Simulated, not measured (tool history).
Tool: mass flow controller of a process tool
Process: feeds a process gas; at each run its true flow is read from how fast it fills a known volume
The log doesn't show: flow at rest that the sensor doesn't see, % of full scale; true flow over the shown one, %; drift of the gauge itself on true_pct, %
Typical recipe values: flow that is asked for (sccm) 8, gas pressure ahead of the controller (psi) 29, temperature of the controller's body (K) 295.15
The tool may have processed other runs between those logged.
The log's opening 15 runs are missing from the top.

run,hour,flow that is asked for (sccm),gas pressure ahead of the controller (psi),temperature of the controller's body (K),hours of work since the controller was set to zero,hours of work since the controller was changed,true flow (%)
16,3613,8,29,300.15,4781,4781,97.24
17,3839.5,8,29,300.15,4933,4933,97.31
18,4160.8,9,24.4,300.15,5149,5149,97.13
# hour 4190.3: controller's zero set anew
19,4328.4,2,24.4,306.15,93,5261,94.21
20,4588.5,3,23.2,302.15,268,5436,95.23
21,4797.2,3,24.7,303.15,408,5577,95.13
22,5109.9,8,28.1,302.15,618,5787,96.7
23,5260.1,8,28.1,302.15,719,5888,96.7
24,5614.3,8,22.6,299.15,957,6126,96.59
# hour 5781.4: controller's zero set anew, once more
25,5906.1,8,31.2,299.15,84,6322,97.45
26,6163.1,6,29,301.15,257,6494,96.92
27,6402.6,2,25.4,297.15,418,6655,96.12
28,6665.9,3,31.3,294.15,595,6832,97.04
29,6863.1,3,30,310.15,727,6965,95.64
30,7128.9,10,35,302.15,906,7144,97.25
31,7407.7,11,28.1,295.15,1093,7331,97.5
32,7703.4,6,21,295.15,1292,7530,96.6
33,8062.9,11,22.3,306.15,1534,7772,96.2

4 ways to go on from here, each from the tool as it stands after run 33. What would each give?
A,8267.6,3,26.5,295.15,1671,7909,?
B,8267.6,11,31.8,305.15,1671,7909,?
C,8267.6,13,34.2,306.15,1671,7909,?
D,8267.6,8,30.6,295.15,1671,7909,?

run,true flow (%)
A,95.95
B,96.7
C,96.91
D,97.18
The same runs, with their run-to-run variation unchanged, on a tool lacking any hidden condition would have given:
run,true flow (%)
A,98.97
B,99.06
C,99.23
D,99.63

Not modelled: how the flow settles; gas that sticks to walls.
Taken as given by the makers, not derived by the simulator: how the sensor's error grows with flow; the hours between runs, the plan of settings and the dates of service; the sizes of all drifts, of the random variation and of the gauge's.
